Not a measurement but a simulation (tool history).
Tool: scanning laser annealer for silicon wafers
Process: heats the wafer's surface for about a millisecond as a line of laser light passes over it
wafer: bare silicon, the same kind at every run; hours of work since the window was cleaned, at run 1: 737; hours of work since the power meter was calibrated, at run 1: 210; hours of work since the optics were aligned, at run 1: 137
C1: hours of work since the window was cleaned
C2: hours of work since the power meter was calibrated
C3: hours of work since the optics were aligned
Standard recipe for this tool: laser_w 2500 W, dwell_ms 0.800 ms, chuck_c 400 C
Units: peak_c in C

run 1 day=0.000 | laser_w=2500 dwell_ms=0.800 chuck_c=400 | C1=737 C2=210 C3=137 | peak_c=1163
-- day=3.938 window over the wafer cleaned
run 2 day=4.025 | laser_w=2500 dwell_ms=0.800 chuck_c=400 | C1=1 C2=261 C3=188 | peak_c=1194
run 3 day=7.612 | laser_w=2500 dwell_ms=0.800 chuck_c=400 | C1=47 C2=307 C3=234 | peak_c=1191
run 4 day=10.371 | laser_w=2500 dwell_ms=0.800 chuck_c=400 | C1=83 C2=342 C3=269 | peak_c=1192
run 5 day=14.400 | laser_w=2415 dwell_ms=0.800 chuck_c=400 | C1=134 C2=394 C3=321 | peak_c=1153
run 6 day=16.283 | laser_w=2500 dwell_ms=0.800 chuck_c=396 | C1=159 C2=418 C3=345 | peak_c=1182
run 7 day=18.675 | laser_w=2500 dwell_ms=0.800 chuck_c=396 | C1=189 C2=449 C3=376 | peak_c=1180
run 8 day=22.800 | laser_w=2500 dwell_ms=0.800 chuck_c=396 | C1=242 C2=502 C3=429 | peak_c=1175
run 9 day=24.650 | laser_w=2500 dwell_ms=0.800 chuck_c=396 | C1=266 C2=526 C3=453 | peak_c=1172
run 10 day=27.958 | laser_w=2500 dwell_ms=0.800 chuck_c=396 | C1=308 C2=568 C3=495 | peak_c=1174
run 11 day=30.075 | laser_w=2500 dwell_ms=0.800 chuck_c=396 | C1=336 C2=595 C3=522 | peak_c=1172
run 12 day=32.008 | laser_w=2500 dwell_ms=0.800 chuck_c=396 | C1=360 C2=620 C3=547 | peak_c=1174
run 13 day=34.183 | laser_w=2500 dwell_ms=0.800 chuck_c=396 | C1=388 C2=648 C3=575 | peak_c=1165
run 14 day=37.688 | laser_w=2500 dwell_ms=0.800 chuck_c=396 | C1=433 C2=693 C3=620 | peak_c=1168
run 15 day=41.425 | laser_w=2500 dwell_ms=0.696 chuck_c=400 | C1=481 C2=741 C3=668 | peak_c=1126
run 16 day=43.971 | laser_w=2519 dwell_ms=0.696 chuck_c=400 | C1=514 C2=774 C3=701 | peak_c=1130
run 17 day=47.158 | laser_w=2291 dwell_ms=0.800 chuck_c=400 | C1=555 C2=815 C3=742 | peak_c=1091
run 18 day=50.904 | laser_w=2291 dwell_ms=0.800 chuck_c=428 | C1=603 C2=863 C3=790 | peak_c=1114
run 19 day=54.096 | laser_w=2507 dwell_ms=0.800 chuck_c=409 | C1=644 C2=904 C3=831 | peak_c=1171
run 20 day=58.321 | laser_w=2557 dwell_ms=0.756 chuck_c=400 | C1=698 C2=958 C3=885 | peak_c=1161
-- day=59.342 optics aligned, line set to its width
run 21 day=62.096 | laser_w=2557 dwell_ms=0.756 chuck_c=400 | C1=744 C2=1004 C3=35 | peak_c=1164
-- day=65.500 window over the wafer cleaned
run 22 day=66.008 | laser_w=2552 dwell_ms=0.944 chuck_c=431 | C1=6 C2=1053 C3=85 | peak_c=1298
run 23 day=69.171 | laser_w=2500 dwell_ms=0.800 chuck_c=393 | C1=47 C2=1094 C3=125 | peak_c=1181
run 24 day=72.938 | laser_w=2500 dwell_ms=0.621 chuck_c=387 | C1=95 C2=1142 C3=174 | peak_c=1093
run 25 day=76.071 | laser_w=2644 dwell_ms=0.571 chuck_c=369 | C1=136 C2=1182 C3=214 | peak_c=1095
run 26 day=79.208 | laser_w=2139 dwell_ms=0.560 chuck_c=400 | C1=176 C2=1223 C3=254 | peak_c=957
run 27 day=83.025 | laser_w=2216 dwell_ms=0.707 chuck_c=390 | C1=225 C2=1272 C3=303 | peak_c=1030
run 28 day=85.154 | laser_w=2436 dwell_ms=0.594 chuck_c=397 | C1=252 C2=1299 C3=330 | peak_c=1062

Forecast run 29:
run 29 day=88.746 | laser_w=2436 dwell_ms=0.594 chuck_c=397 | C1=299 C2=1345 C3=377 | peak_c=?

{"run 29": {"peak_c": 1060}}
Had the tool carried no hidden state, the very same run would have given peak_c 1083 C.
